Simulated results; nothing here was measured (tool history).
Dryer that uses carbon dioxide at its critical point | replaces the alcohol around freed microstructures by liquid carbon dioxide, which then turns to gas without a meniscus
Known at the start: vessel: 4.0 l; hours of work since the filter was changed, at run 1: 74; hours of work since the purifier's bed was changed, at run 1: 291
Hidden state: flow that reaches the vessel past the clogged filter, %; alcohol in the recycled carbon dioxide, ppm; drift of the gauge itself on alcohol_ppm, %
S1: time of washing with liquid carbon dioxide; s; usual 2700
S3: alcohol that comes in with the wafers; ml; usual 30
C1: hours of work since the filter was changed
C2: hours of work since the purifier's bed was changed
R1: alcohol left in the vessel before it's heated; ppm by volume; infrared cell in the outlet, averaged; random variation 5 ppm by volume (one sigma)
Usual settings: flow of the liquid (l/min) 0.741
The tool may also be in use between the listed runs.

run 1 day=0 | S1=2700 flow_of_the_liquid_(l/min)=0.741 S3=30 | C1=74 C2=291 | R1=93
run 2 day=0.308 | S1=2700 flow_of_the_liquid_(l/min)=0.741 S3=30 | C1=79 C2=295 | R1=90
run 3 day=1.029 | S1=2700 flow_of_the_liquid_(l/min)=0.741 S3=30 | C1=90 C2=306 | R1=101
run 4 day=1.408 | S1=2700 flow_of_the_liquid_(l/min)=0.741 S3=30 | C1=95 C2=312 | R1=101
run 5 day=1.825 | S1=2700 flow_of_the_liquid_(l/min)=0.741 S3=30 | C1=102 C2=318 | R1=99
run 6 day=2.292 | S1=2700 flow_of_the_liquid_(l/min)=0.741 S3=91 | C1=109 C2=325 | R1=134
run 7 day=2.829 | S1=2700 flow_of_the_liquid_(l/min)=0.981 S3=91 | C1=117 C2=333 | R1=89
run 8 day=3.321 | S1=2700 flow_of_the_liquid_(l/min)=0.527 S3=30 | C1=124 C2=341 | R1=191
run 9 day=3.679 | S1=2700 flow_of_the_liquid_(l/min)=0.527 S3=30 | C1=129 C2=346 | R1=196
run 10 day=4.371 | S1=2700 flow_of_the_liquid_(l/min)=0.527 S3=30 | C1=140 C2=356 | R1=195
run 11 day=4.996 | S1=2700 flow_of_the_liquid_(l/min)=0.527 S3=30 | C1=149 C2=366 | R1=192
run 12 day=5.558 | S1=2700 flow_of_the_liquid_(l/min)=0.527 S3=30 | C1=158 C2=374 | R1=200
run 13 day=6.162 | S1=2700 flow_of_the_liquid_(l/min)=0.527 S3=30 | C1=167 C2=383 | R1=208
run 14 day=6.754 | S1=2700 flow_of_the_liquid_(l/min)=0.527 S3=30 | C1=176 C2=392 | R1=208
run 15 day=7.208 | S1=2700 flow_of_the_liquid_(l/min)=0.527 S3=30 | C1=183 C2=399 | R1=205
run 16 day=7.908 | S1=2700 flow_of_the_liquid_(l/min)=0.527 S3=30 | C1=193 C2=410 | R1=219
run 17 day=8.271 | S1=2700 flow_of_the_liquid_(l/min)=0.527 S3=30 | C1=199 C2=415 | R1=210
run 18 day=9.012 | S1=1620 flow_of_the_liquid_(l/min)=0.527 S3=30 | C1=210 C2=426 | R1=687
run 19 day=9.433 | S1=1620 flow_of_the_liquid_(l/min)=0.527 S3=30 | C1=216 C2=433 | R1=684
run 20 day=9.75 | S1=1620 flow_of_the_liquid_(l/min)=0.527 S3=29 | C1=221 C2=437 | R1=675
run 21 day=10.142 | S1=1620 flow_of_the_liquid_(l/min)=0.527 S3=29 | C1=227 C2=443 | R1=694
run 22 day=10.462 | S1=1980 flow_of_the_liquid_(l/min)=0.741 S3=30 | C1=232 C2=448 | R1=203
run 23 day=11.208 | S1=1800 flow_of_the_liquid_(l/min)=1.242 S3=39 | C1=243 C2=459 | R1=119
run 24 day=11.746 | S1=2880 flow_of_the_liquid_(l/min)=0.739 S3=85 | C1=251 C2=468 | R1=157
run 25 day=12.375 | S1=2700 flow_of_the_liquid_(l/min)=0.741 S3=36 | C1=260 C2=477 | R1=146
run 26 day=12.779 | S1=2700 flow_of_the_liquid_(l/min)=0.741 S3=36 | C1=266 C2=483 | R1=144
run 27 day=13.421 | S1=2040 flow_of_the_liquid_(l/min)=0.535 S3=76 | C1=276 C2=493 | R1=847
run 28 day=14.133 | S1=2640 flow_of_the_liquid_(l/min)=0.741 S3=44 | C1=287 C2=503 | R1=153
run 29 day=14.546 | S1=3780 flow_of_the_liquid_(l/min)=0.466 S3=30 | C1=293 C2=510 | R1=175
run 30 day=14.862 | S1=2880 flow_of_the_liquid_(l/min)=0.446 S3=88 | C1=298 C2=514 | R1=657

Forecast run 31:
run 31 day=15.583 | S1=2880 flow_of_the_liquid_(l/min)=0.446 S3=41 | C1=309 C2=525 | R1=?

{"run 31": {"R1": 372}}
Without the tool's hidden state the same run would have given R1 202 ppm by volume.

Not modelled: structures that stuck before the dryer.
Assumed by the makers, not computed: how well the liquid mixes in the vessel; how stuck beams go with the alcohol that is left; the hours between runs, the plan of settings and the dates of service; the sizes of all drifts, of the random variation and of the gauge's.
